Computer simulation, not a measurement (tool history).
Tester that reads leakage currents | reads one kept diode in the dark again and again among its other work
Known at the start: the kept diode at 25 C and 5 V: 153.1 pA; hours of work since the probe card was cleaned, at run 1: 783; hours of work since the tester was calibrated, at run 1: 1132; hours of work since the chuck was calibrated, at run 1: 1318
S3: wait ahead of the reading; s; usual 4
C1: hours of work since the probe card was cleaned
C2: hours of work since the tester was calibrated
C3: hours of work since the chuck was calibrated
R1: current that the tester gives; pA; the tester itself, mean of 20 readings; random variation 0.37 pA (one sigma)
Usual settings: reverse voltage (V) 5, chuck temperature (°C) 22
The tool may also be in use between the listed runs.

Run 1, hour 0: usual settings; C1 783; C2 1132; C3 1318. Result: R1 143.65 pA.
Run 2, hour 124: usual settings; C1 842; C2 1191; C3 1377. Result: R1 144.57 pA.
Run 3, hour 231.3: usual settings; C1 893; C2 1242; C3 1428. Result: R1 145.26 pA.
Run 4, hour 300.3: usual settings; C1 925; C2 1275; C3 1461. Result: R1 145.24 pA.
Run 5, hour 382.9: usual settings; C1 965; C2 1314; C3 1501. Result: R1 147.14 pA.
Run 6, hour 458.5: usual settings; C1 1001; C2 1350; C3 1536. Result: R1 147.35 pA.
Run 7, hour 567.9: usual settings; C1 1053; C2 1402; C3 1589. Result: R1 148.25 pA.
At hour 589.8: chuck's temperature calibrated.
Run 8, hour 656.6: usual settings; C1 1094; C2 1444; C3 32. Result: R1 166.59 pA.
Run 9, hour 754: usual settings but S3 0.33 s; C1 1140; C2 1490; C3 78. Result: R1 172.29 pA.
Run 10, hour 818.4: usual settings but S3 0.33 s; C1 1171; C2 1521; C3 109. Result: R1 172.28 pA.
Run 11, hour 945.9: usual settings but S3 0.33 s; C1 1232; C2 1581; C3 169. Result: R1 173.17 pA.
Run 12, hour 1049.7: usual settings but reverse voltage (V) 1.98, S3 0.33 s; C1 1281; C2 1631; C3 219. Result: R1 100.56 pA.
At hour 1112.4: chuck's temperature calibrated, once more.
Run 13, hour 1120.8: usual settings; C1 1314; C2 1663; C3 4. Result: R1 125.76 pA.
Run 14, hour 1215.2: usual settings but reverse voltage (V) 13.16, S3 2.73 s; C1 1359; C2 1708; C3 49. Result: R1 224.65 pA.
Run 15, hour 1344.1: usual settings but reverse voltage (V) 13.16, S3 2.73 s; C1 1420; C2 1770; C3 110. Result: R1 227.8 pA.
Run 16, hour 1440.1: usual settings but reverse voltage (V) 8.79, chuck temperature (°C) 35, S3 3.62 s; C1 1466; C2 1815; C3 156. Result: R1 461.03 pA.
Run 17, hour 1531.1: usual settings but reverse voltage (V) 8.79, chuck temperature (°C) 35, S3 3.62 s; C1 1509; C2 1859; C3 199. Result: R1 461.08 pA.
Run 18, hour 1613.3: usual settings but reverse voltage (V) 1.47, chuck temperature (°C) 47, S3 3.23 s; C1 1548; C2 1898; C3 238. Result: R1 367.18 pA.
Run 19, hour 1728.3: usual settings but reverse voltage (V) 3.62, chuck temperature (°C) 30, S3 4.97 s; C1 1603; C2 1953; C3 293. Result: R1 193.58 pA.
Run 20, hour 1846.3: usual settings but reverse voltage (V) 1.6, chuck temperature (°C) 27, S3 1.4 s; C1 1659; C2 2009; C3 349. Result: R1 97.52 pA.
Run 21, hour 1967.2: usual settings but reverse voltage (V) 1.6, chuck temperature (°C) 27, S3 1.4 s; C1 1717; C2 2066; C3 407. Result: R1 97.82 pA.
Run 22, hour 2062.3: usual settings but reverse voltage (V) 1.6, chuck temperature (°C) 27, S3 1.4 s; C1 1762; C2 2111; C3 452. Result: R1 98.91 pA.
At hour 2157.3: probe card cleaned and baked.
Run 23, hour 2157.3: usual settings but reverse voltage (V) 1.6, chuck temperature (°C) 27, S3 1.4 s; C1 0; C2 2155; C3 496. Result: R1 97.52 pA.
Run 24, hour 2223.9: usual settings but reverse voltage (V) 1.6, S3 2.82 s; C1 32; C2 2187; C3 527. Result: R1 67.24 pA.
Run 25, hour 2298.8: usual settings but chuck temperature (°C) 34, S3 0.38 s; C1 67; C2 2223; C3 563. Result: R1 322.01 pA.

Measured less the same run without the tool's hidden state. The same run-to-run variation is in both; the gauge's scatter may not be:
The hidden state here: stray current of the dirty probe card, pA a volt; current scale over the true one, %; true chuck temperature over the reading, C; drift of the gauge itself on leakage_pa, %.
run      R1
  1  +21.44
  2  +22.47
  3  +23.36
  4  +23.88
  5  +24.83
  6  +25.42
  7  +26.37
  8  +45.21
  9  +46.37
 10  +46.83
 11  +47.99
 12   +28.1
 13   +3.79
 14  +10.86
 15  +12.88
 16  +15.06
 17  +17.35
 18  +10.28
 19   +9.28
 20   +5.19
 21   +5.81
 22   +6.39
 23   +5.42
 24   +4.14
 25  +19.18
